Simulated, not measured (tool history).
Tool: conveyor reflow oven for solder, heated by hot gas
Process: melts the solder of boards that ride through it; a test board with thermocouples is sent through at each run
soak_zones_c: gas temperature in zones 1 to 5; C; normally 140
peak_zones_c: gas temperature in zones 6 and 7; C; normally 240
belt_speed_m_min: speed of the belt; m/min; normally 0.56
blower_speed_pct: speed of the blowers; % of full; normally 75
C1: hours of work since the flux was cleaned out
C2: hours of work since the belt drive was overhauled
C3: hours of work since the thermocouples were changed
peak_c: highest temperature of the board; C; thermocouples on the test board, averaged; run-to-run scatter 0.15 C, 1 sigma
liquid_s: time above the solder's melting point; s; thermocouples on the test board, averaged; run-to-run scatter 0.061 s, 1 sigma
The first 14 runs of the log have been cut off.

{"run": 15, "day": 6.179, "soak_zones_c": 140, "peak_zones_c": 240, "belt_speed_m_min": 0.644, "blower_speed_pct": 75, "C1": 405, "C2": 286, "C3": 209, "peak_c": 219.1, "liquid_s": 43.33}
{"run": 16, "day": 6.638, "soak_zones_c": 140, "peak_zones_c": 240, "belt_speed_m_min": 0.644, "blower_speed_pct": 75, "C1": 411, "C2": 293, "C3": 216, "peak_c": 219.2, "liquid_s": 43.26}
{"run": 17, "day": 7.142, "soak_zones_c": 140, "peak_zones_c": 240, "belt_speed_m_min": 0.56, "blower_speed_pct": 57, "C1": 419, "C2": 301, "C3": 223, "peak_c": 220.2, "liquid_s": 50.59}
{"run": 18, "day": 7.554, "soak_zones_c": 139, "peak_zones_c": 240, "belt_speed_m_min": 0.592, "blower_speed_pct": 52, "C1": 425, "C2": 307, "C3": 229, "peak_c": 216.4, "liquid_s": 44.7}
{"day": 7.904, "done": "flux residue cleaned out of gas plates and filters"}
{"run": 19, "day": 8.121, "soak_zones_c": 137, "peak_zones_c": 234, "belt_speed_m_min": 0.474, "blower_speed_pct": 69, "C1": 3, "C2": 312, "C3": 235, "peak_c": 223.4, "liquid_s": 62.54}
{"run": 20, "day": 8.662, "soak_zones_c": 137, "peak_zones_c": 234, "belt_speed_m_min": 0.474, "blower_speed_pct": 69, "C1": 11, "C2": 320, "C3": 243, "peak_c": 223.5, "liquid_s": 62.49}
{"run": 21, "day": 9.062, "soak_zones_c": 137, "peak_zones_c": 234, "belt_speed_m_min": 0.474, "blower_speed_pct": 69, "C1": 17, "C2": 326, "C3": 249, "peak_c": 223.3, "liquid_s": 62.53}
{"run": 22, "day": 9.346, "soak_zones_c": 137, "peak_zones_c": 232, "belt_speed_m_min": 0.479, "blower_speed_pct": 69, "C1": 21, "C2": 330, "C3": 253, "peak_c": 221.1, "liquid_s": 60.51}
{"run": 23, "day": 9.804, "soak_zones_c": 141, "peak_zones_c": 240, "belt_speed_m_min": 0.506, "blower_speed_pct": 75, "C1": 28, "C2": 337, "C3": 260, "peak_c": 228.7, "liquid_s": 62.36}
{"run": 24, "day": 10.192, "soak_zones_c": 141, "peak_zones_c": 240, "belt_speed_m_min": 0.506, "blower_speed_pct": 75, "C1": 34, "C2": 342, "C3": 265, "peak_c": 228.5, "liquid_s": 62.26}
{"run": 25, "day": 10.662, "soak_zones_c": 131, "peak_zones_c": 244, "belt_speed_m_min": 0.56, "blower_speed_pct": 58, "C1": 41, "C2": 349, "C3": 272, "peak_c": 224, "liquid_s": 50.46}
{"run": 26, "day": 10.971, "soak_zones_c": 136, "peak_zones_c": 242, "belt_speed_m_min": 0.6, "blower_speed_pct": 83, "C1": 45, "C2": 354, "C3": 277, "peak_c": 225.9, "liquid_s": 49.62}
{"run": 27, "day": 11.533, "soak_zones_c": 136, "peak_zones_c": 242, "belt_speed_m_min": 0.6, "blower_speed_pct": 83, "C1": 54, "C2": 362, "C3": 285, "peak_c": 225.8, "liquid_s": 49.64}
{"run": 28, "day": 12.033, "soak_zones_c": 125, "peak_zones_c": 238, "belt_speed_m_min": 0.587, "blower_speed_pct": 69, "C1": 61, "C2": 370, "C3": 293, "peak_c": 218.3, "liquid_s": 43.58}
{"run": 29, "day": 12.521, "soak_zones_c": 140, "peak_zones_c": 234, "belt_speed_m_min": 0.56, "blower_speed_pct": 71, "C1": 68, "C2": 377, "C3": 300, "peak_c": 219.2, "liquid_s": 50.82}
{"run": 30, "day": 12.788, "soak_zones_c": 140, "peak_zones_c": 240, "belt_speed_m_min": 0.555, "blower_speed_pct": 73, "C1": 72, "C2": 381, "C3": 304, "peak_c": 225, "liquid_s": 54.56}
{"run": 31, "day": 13.25, "soak_zones_c": 140, "peak_zones_c": 235, "belt_speed_m_min": 0.56, "blower_speed_pct": 70, "C1": 79, "C2": 388, "C3": 311, "peak_c": 220, "liquid_s": 51.28}

Predict each of these 4 candidate next runs independently; none follows another, all start after run 31:
{"run": "A", "day": 13.629, "soak_zones_c": 154, "peak_zones_c": 251, "belt_speed_m_min": 0.56, "blower_speed_pct": 61, "C1": 85, "C2": 393, "C3": 316, "peak_c": "?", "liquid_s": "?"}
{"run": "B", "day": 13.629, "soak_zones_c": 128, "peak_zones_c": 250, "belt_speed_m_min": 0.56, "blower_speed_pct": 67, "C1": 85, "C2": 393, "C3": 316, "peak_c": "?", "liquid_s": "?"}
{"run": "C", "day": 13.629, "soak_zones_c": 140, "peak_zones_c": 250, "belt_speed_m_min": 0.662, "blower_speed_pct": 75, "C1": 85, "C2": 393, "C3": 316, "peak_c": "?", "liquid_s": "?"}
{"run": "D", "day": 13.629, "soak_zones_c": 140, "peak_zones_c": 235, "belt_speed_m_min": 0.56, "blower_speed_pct": 85, "C1": 85, "C2": 393, "C3": 316, "peak_c": "?", "liquid_s": "?"}

run=A peak_c=234.5 liquid_s=62.85
run=B peak_c=230.8 liquid_s=53.49
run=C peak_c=228.2 liquid_s=46.78
run=D peak_c=222.3 liquid_s=52.85
Had the tool no hidden state, the same runs would have come out as:
run=A peak_c=235.1 liquid_s=62.53
run=B peak_c=231.5 liquid_s=53.34
run=C peak_c=228.8 liquid_s=46.68
run=D peak_c=223 liquid_s=52.76
